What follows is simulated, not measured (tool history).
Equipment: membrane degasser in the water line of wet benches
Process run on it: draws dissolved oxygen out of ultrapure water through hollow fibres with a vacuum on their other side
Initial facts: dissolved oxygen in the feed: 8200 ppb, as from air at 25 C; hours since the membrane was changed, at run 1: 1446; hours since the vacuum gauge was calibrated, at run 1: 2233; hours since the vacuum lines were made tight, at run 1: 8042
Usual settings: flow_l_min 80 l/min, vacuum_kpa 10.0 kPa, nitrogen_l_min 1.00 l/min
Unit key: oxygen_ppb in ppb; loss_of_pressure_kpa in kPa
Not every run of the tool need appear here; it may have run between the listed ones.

run	hour	flow_l_min	vacuum_kpa	nitrogen_l_min	hours since the membrane was changed	hours since the vacuum gauge was calibrated	hours since the vacuum lines were made tight	oxygen_ppb	loss_of_pressure_kpa
1	0.0	80	10.0	1.00	1446	2233	8042	856.1	55.20
2	19.0	55	10.0	1.00	1465	2252	8061	662.5	38.06
3	39.3	55	10.0	1.00	1486	2273	8081	662.0	38.08
4	69.3	80	10.0	1.00	1516	2303	8111	855.1	55.45
5	99.2	80	10.0	1.00	1545	2333	8141	857.1	55.34
6	127.5	80	10.0	1.00	1574	2361	8169	855.6	55.46
7	154.8	80	10.0	1.00	1601	2388	8197	856.9	55.30
8	184.1	56	10.0	1.00	1630	2417	8226	670.9	38.70
9	203.5	56	10.0	1.00	1650	2437	8245	671.4	38.46
10	228.1	80	10.0	1.00	1674	2461	8270	857.6	55.52
11	270.3	80	10.0	1.00	1717	2504	8312	856.0	55.58
12	289.5	80	10.0	1.29	1736	2523	8331	726.9	55.80
13	311.9	80	10.0	1.29	1758	2545	8354	727.0	55.66
14	358.2	80	10.0	1.29	1804	2592	8400	727.6	55.67
15	388.5	80	10.0	1.29	1835	2622	8430	727.0	55.17
16	408.9	80	21.2	1.29	1855	2642	8451	1707.4	55.48
17	442.2	84	20.3	2.23	1888	2676	8484	1171.7	58.51
18	484.9	84	20.3	2.23	1931	2718	8527	1171.5	58.23
19	523.2	84	20.3	2.74	1969	2757	8565	1007.3	58.13
20	567.7	84	20.3	2.74	2014	2801	8609	1007.6	57.95
21	596.8	84	20.3	2.74	2043	2830	8639	1007.4	58.12
22	633.2	98	13.3	1.06	2079	2867	8675	1345.9	68.21
23	666.7	128	10.0	2.94	2113	2900	8708	637.9	89.20
24	707.2	104	13.2	2.01	2153	2941	8749	935.3	72.36
25	736.0	104	13.2	1.04	2182	2969	8778	1402.7	72.64
26	755.5	104	13.3	0.98	2202	2989	8797	1461.3	71.47
27	790.5	104	7.1	1.98	2237	3024	8832	415.8	72.53
28	809.5	94	9.2	0.60	2256	3043	8851	1122.3	65.26
29	852.4	94	9.2	0.60	2299	3086	8894	1123.9	65.66
30	872.6	122	9.5	1.55	2319	3106	8914	849.0	84.92
31	903.8	91	12.4	0.89	2350	3137	8946	1309.3	63.43
32	946.2	85	10.0	1.47	2392	3180	8988	699.8	59.35

What if the next run were any one of these 3? Each begins from the tool's condition after run 32:
A	965.9	57	10.0	1.52	2412	3199	9008	?	?
B	965.9	80	11.5	1.00	2412	3199	9008	?	?
C	965.9	58	10.0	0.41	2412	3199	9008	?	?

run	oxygen_ppb	loss_of_pressure_kpa
A	503.5	39.71
B	1027.1	55.97
C	1170.6	40.23
Without the tool's unlogged condition, the same runs would have read:
run	oxygen_ppb	loss_of_pressure_kpa
A	493.6	39.17
B	1018.3	55.21
C	1172.6	39.68

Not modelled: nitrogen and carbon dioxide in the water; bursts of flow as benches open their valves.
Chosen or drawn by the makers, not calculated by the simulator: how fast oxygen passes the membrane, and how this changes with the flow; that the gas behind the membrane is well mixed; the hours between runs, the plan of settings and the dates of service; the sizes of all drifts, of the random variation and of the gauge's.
